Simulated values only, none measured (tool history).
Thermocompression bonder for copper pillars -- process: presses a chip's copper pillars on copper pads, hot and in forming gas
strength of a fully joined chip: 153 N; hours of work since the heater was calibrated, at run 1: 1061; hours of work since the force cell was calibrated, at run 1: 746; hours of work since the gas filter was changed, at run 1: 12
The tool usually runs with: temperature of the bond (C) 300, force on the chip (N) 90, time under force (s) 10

run   hour  temperature of the bond (C)  force on the chip (N)  time under force (s)  hours of work since the heater was calibrated  hours of work since the force cell was calibrated  hours of work since the gas filter was changed  force that shears a chip off (N)
  1    0.0                          300                     90                    10                                           1061                                                746                                              12                              97.1
  2   25.9                          300                     90                    10                                           1079                                                764                                              30                              95.2
  3   56.9                          300                    127                    10                                           1100                                                786                                              51                             120.9
  4   72.4                          300                     90                     7                                           1111                                                796                                              62                              85.8
  5   88.6                          322                     90                    10                                           1122                                                808                                              73                             113.8
  6  106.3                          300                    120                    10                                           1134                                                820                                              85                             116.1
  7  124.5                          290                     90                    10                                           1147                                                832                                              98                              87.0
  8  145.2                          300                     90                    10                                           1161                                                847                                             112                              95.4
  9  168.8                          300                     90                    11                                           1177                                                863                                             128                              97.1
 10  181.9                          300                     90                    10                                           1186                                                872                                             137                              94.5
 11  207.9                          300                     90                    10                                           1204                                                890                                             155                              94.5
 12  223.5                          300                     90                    10                                           1215                                                901                                             166                              94.8
 13  242.0                          300                     90                    10                                           1228                                                914                                             179                              94.0
 14  265.7                          300                     90                    11                                           1244                                                930                                             195                              96.2
 15  291.3                          300                     90                    11                                           1262                                                948                                             213                              95.7
 16  314.8                          300                     90                    11                                           1278                                                964                                             229                              95.4
 17  332.1                          300                     90                    11                                           1290                                                976                                             241                              95.3
 18  350.1                          300                     90                    11                                           1303                                                988                                             254                              95.5
 19  373.8                          300                     94                    10                                           1319                                               1005                                             270                              95.6
 20  393.4                          300                     94                    10                                           1333                                               1018                                             284                              95.1
 21  413.6                          316                     54                    15                                           1347                                               1032                                             298                              79.0
 22  437.6                          318                     80                    18                                           1363                                               1049                                             314                             110.9
 23  462.6                          318                    132                    10                                           1381                                               1066                                             331                             125.5
 24  491.4                          310                    119                     6                                           1400                                               1086                                             351                             105.1
 25  505.3                          278                     95                     6                                           1410                                               1096                                             361                              63.9
 26  519.6                          323                     95                    23                                           1420                                               1105                                             371                             126.1
 27  532.1                          285                     56                    15                                           1429                                               1114                                             379                              57.6
 28  552.8                          300                     71                    30                                           1443                                               1128                                             394                             100.9
 29  575.3                          275                     90                    25                                           1458                                               1144                                             409                              92.3
 30  591.8                          275                     90                    25                                           1470                                               1155                                             421                              92.7
 31  616.9                          275                     90                    25                                           1487                                               1173                                             438                              91.7
     628.7  -- forming gas filter changed
 32  645.1                          322                     85                    10                                           1506                                               1192                                              11                             115.4
 33  673.0                          323                     77                    10                                           1526                                               1211                                              31                             108.1
 34  696.7                          323                     77                    10                                           1542                                               1228                                              47                             107.1
 35  709.9                          272                     99                    10                                           1551                                               1237                                              56                              81.9
 36  734.3                          300                    115                    21                                           1568                                               1254                                              73                             132.7
 37  751.5                          300                     90                    20                                           1580                                               1266                                              85                             118.2
 38  772.6                          300                     90                    20                                           1595                                               1280                                             100                             118.0
 39  795.5                          300                     90                    20                                           1610                                               1296                                             115                             117.9
 40  822.3                          300                     90                    22                                           1629                                               1314                                             134                             119.3

Below are 3 alternative next runs, each starting from the tool's condition after run 40. Predict each:
  A  837.6                          288                     90                    19                                           1639                                               1325                                             144                                 ?
  B  837.6                          294                    132                     6                                           1639                                               1325                                             144                                 ?
  C  837.6                          300                    119                    22                                           1639                                               1325                                             144                                 ?

run  force that shears a chip off (N)
  A                             105.0
  B                             107.9
  C                             133.8
With no hidden state in the tool, these same runs would have given:
run  force that shears a chip off (N)
  A                              92.6
  B                              95.9
  C                             127.9
